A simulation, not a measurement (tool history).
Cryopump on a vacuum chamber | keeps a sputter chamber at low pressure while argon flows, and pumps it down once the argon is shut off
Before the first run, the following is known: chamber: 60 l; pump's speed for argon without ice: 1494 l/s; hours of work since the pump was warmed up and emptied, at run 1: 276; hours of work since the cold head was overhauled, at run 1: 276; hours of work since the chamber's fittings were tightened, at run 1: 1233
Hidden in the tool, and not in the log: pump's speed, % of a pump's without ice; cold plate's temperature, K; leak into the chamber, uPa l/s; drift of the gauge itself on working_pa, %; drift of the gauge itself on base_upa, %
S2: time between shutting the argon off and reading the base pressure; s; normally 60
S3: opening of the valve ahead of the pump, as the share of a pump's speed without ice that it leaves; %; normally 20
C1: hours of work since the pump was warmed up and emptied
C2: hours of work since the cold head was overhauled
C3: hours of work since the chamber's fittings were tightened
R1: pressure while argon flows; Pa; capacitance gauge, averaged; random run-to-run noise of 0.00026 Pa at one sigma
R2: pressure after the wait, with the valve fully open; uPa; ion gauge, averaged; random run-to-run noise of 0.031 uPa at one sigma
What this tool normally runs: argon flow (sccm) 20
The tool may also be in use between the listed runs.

{"run": 1, "hour": 0.0, "argon flow (sccm)": 20, "S2": 60, "S3": 20, "C1": 276, "C2": 276, "C3": 1233, "R1": 0.1144, "R2": 2.14}
{"run": 2, "hour": 26.7, "argon flow (sccm)": 20, "S2": 60, "S3": 20, "C1": 299, "C2": 299, "C3": 1255, "R1": 0.1142, "R2": 2.08}
{"run": 3, "hour": 41.4, "argon flow (sccm)": 20, "S2": 60, "S3": 20, "C1": 312, "C2": 312, "C3": 1268, "R1": 0.1146, "R2": 2.14}
{"run": 4, "hour": 67.5, "argon flow (sccm)": 20, "S2": 60, "S3": 20, "C1": 334, "C2": 334, "C3": 1290, "R1": 0.1149, "R2": 2.1}
{"run": 5, "hour": 88.4, "argon flow (sccm)": 20, "S2": 60, "S3": 20, "C1": 352, "C2": 352, "C3": 1308, "R1": 0.1148, "R2": 2.17}
{"run": 6, "hour": 100.6, "argon flow (sccm)": 20, "S2": 60, "S3": 20, "C1": 362, "C2": 362, "C3": 1318, "R1": 0.1146, "R2": 2.14}
{"run": 7, "hour": 127.7, "argon flow (sccm)": 20, "S2": 60, "S3": 20, "C1": 385, "C2": 385, "C3": 1341, "R1": 0.1147, "R2": 2.18}
{"run": 8, "hour": 144.1, "argon flow (sccm)": 13, "S2": 60, "S3": 20, "C1": 399, "C2": 399, "C3": 1355, "R1": 0.0752, "R2": 2.2}
{"run": 9, "hour": 169.7, "argon flow (sccm)": 13, "S2": 60, "S3": 20, "C1": 421, "C2": 421, "C3": 1377, "R1": 0.075, "R2": 2.2}
{"run": 10, "hour": 196.9, "argon flow (sccm)": 13, "S2": 60, "S3": 20, "C1": 444, "C2": 444, "C3": 1400, "R1": 0.0747, "R2": 2.18}
{"run": 11, "hour": 210.0, "argon flow (sccm)": 13, "S2": 60, "S3": 20, "C1": 455, "C2": 455, "C3": 1411, "R1": 0.0745, "R2": 2.18}
{"run": 12, "hour": 228.8, "argon flow (sccm)": 13, "S2": 60, "S3": 20, "C1": 471, "C2": 471, "C3": 1427, "R1": 0.0747, "R2": 2.23}
{"run": 13, "hour": 257.8, "argon flow (sccm)": 13, "S2": 60, "S3": 20, "C1": 495, "C2": 495, "C3": 1452, "R1": 0.0748, "R2": 2.29}
{"run": 14, "hour": 276.1, "argon flow (sccm)": 20, "S2": 60, "S3": 37, "C1": 511, "C2": 511, "C3": 1467, "R1": 0.0631, "R2": 2.23}
{"run": 15, "hour": 298.1, "argon flow (sccm)": 20, "S2": 60, "S3": 37, "C1": 530, "C2": 530, "C3": 1486, "R1": 0.063, "R2": 2.29}
{"run": 16, "hour": 310.9, "argon flow (sccm)": 22, "S2": 60, "S3": 20, "C1": 541, "C2": 541, "C3": 1497, "R1": 0.1271, "R2": 2.23}
{"run": 17, "hour": 328.0, "argon flow (sccm)": 22, "S2": 60, "S3": 20, "C1": 555, "C2": 555, "C3": 1511, "R1": 0.1269, "R2": 2.26}
{"run": 18, "hour": 342.9, "argon flow (sccm)": 17, "S2": 60, "S3": 20, "C1": 568, "C2": 568, "C3": 1524, "R1": 0.0978, "R2": 2.26}
{"run": 19, "hour": 357.5, "argon flow (sccm)": 8, "S2": 99, "S3": 20, "C1": 580, "C2": 580, "C3": 1536, "R1": 0.046, "R2": 1.75}
{"run": 20, "hour": 386.8, "argon flow (sccm)": 8, "S2": 99, "S3": 20, "C1": 605, "C2": 605, "C3": 1561, "R1": 0.046, "R2": 1.8}
{"run": 21, "hour": 410.1, "argon flow (sccm)": 22, "S2": 99, "S3": 15, "C1": 625, "C2": 625, "C3": 1581, "R1": 0.169, "R2": 1.78}
{"run": 22, "hour": 424.3, "argon flow (sccm)": 18, "S2": 149, "S3": 39, "C1": 637, "C2": 637, "C3": 1593, "R1": 0.0548, "R2": 1.47}
{"run": 23, "hour": 450.9, "argon flow (sccm)": 20, "S2": 29, "S3": 20, "C1": 659, "C2": 659, "C3": 1616, "R1": 0.1155, "R2": 3.73}
{"run": 24, "hour": 466.4, "argon flow (sccm)": 20, "S2": 29, "S3": 20, "C1": 673, "C2": 673, "C3": 1629, "R1": 0.1158, "R2": 3.77}
{"run": 25, "hour": 493.9, "argon flow (sccm)": 20, "S2": 29, "S3": 20, "C1": 696, "C2": 696, "C3": 1652, "R1": 0.116, "R2": 3.85}
{"run": 26, "hour": 506.4, "argon flow (sccm)": 20, "S2": 70, "S3": 60, "C1": 707, "C2": 707, "C3": 1663, "R1": 0.0408, "R2": 2.19}
{"run": 27, "hour": 520.6, "argon flow (sccm)": 20, "S2": 70, "S3": 60, "C1": 719, "C2": 719, "C3": 1675, "R1": 0.0407, "R2": 2.13}
{"run": 28, "hour": 540.4, "argon flow (sccm)": 25, "S2": 76, "S3": 29, "C1": 735, "C2": 735, "C3": 1692, "R1": 0.1016, "R2": 2.07}
{"run": 29, "hour": 561.1, "argon flow (sccm)": 25, "S2": 76, "S3": 29, "C1": 753, "C2": 753, "C3": 1709, "R1": 0.1015, "R2": 2.07}
{"run": 30, "hour": 582.0, "argon flow (sccm)": 8, "S2": 204, "S3": 38, "C1": 771, "C2": 771, "C3": 1727, "R1": 0.0251, "R2": 1.37}
{"run": 31, "hour": 599.5, "argon flow (sccm)": 8, "S2": 204, "S3": 38, "C1": 786, "C2": 786, "C3": 1742, "R1": 0.025, "R2": 1.41}
{"run": 32, "hour": 627.9, "argon flow (sccm)": 8, "S2": 204, "S3": 38, "C1": 810, "C2": 810, "C3": 1766, "R1": 0.0254, "R2": 1.47}
{"run": 33, "hour": 650.0, "argon flow (sccm)": 29, "S2": 192, "S3": 20, "C1": 829, "C2": 829, "C3": 1785, "R1": 0.1686, "R2": 1.47}

Subtracting, for every run, the result it would have given without the tool's unlogged condition from the measured result gives the following. The same run-to-run variation enters both numbers; the gauge's scatter may not:
run=1 R1=+0.0013 R2=+0.55
run=2 R1=+0.0013 R2=+0.54
run=3 R1=+0.0014 R2=+0.56
run=4 R1=+0.0015 R2=+0.57
run=5 R1=+0.0015 R2=+0.59
run=6 R1=+0.0016 R2=+0.58
run=7 R1=+0.0017 R2=+0.59
run=8 R1=+0.0012 R2=+0.60
run=9 R1=+0.0012 R2=+0.61
run=10 R1=+0.0013 R2=+0.61
run=11 R1=+0.0013 R2=+0.63
run=12 R1=+0.0013 R2=+0.64
run=13 R1=+0.0014 R2=+0.66
run=14 R1=+0.0022 R2=+0.66
run=15 R1=+0.0022 R2=+0.67
run=16 R1=+0.0025 R2=+0.68
run=17 R1=+0.0026 R2=+0.69
run=18 R1=+0.0021 R2=+0.69
run=19 R1=+0.0010 R2=+0.70
run=20 R1=+0.0010 R2=+0.72
run=21 R1=+0.0030 R2=+0.73
run=22 R1=+0.0025 R2=+0.72
run=23 R1=+0.0028 R2=+0.72
run=24 R1=+0.0028 R2=+0.74
run=25 R1=+0.0029 R2=+0.77
run=26 R1=+0.0030 R2=+0.78
run=27 R1=+0.0031 R2=+0.78
run=28 R1=+0.0039 R2=+0.78
run=29 R1=+0.0040 R2=+0.79
run=30 R1=+0.0013 R2=+0.79
run=31 R1=+0.0013 R2=+0.80
run=32 R1=+0.0014 R2=+0.82
run=33 R1=+0.0051 R2=+0.84
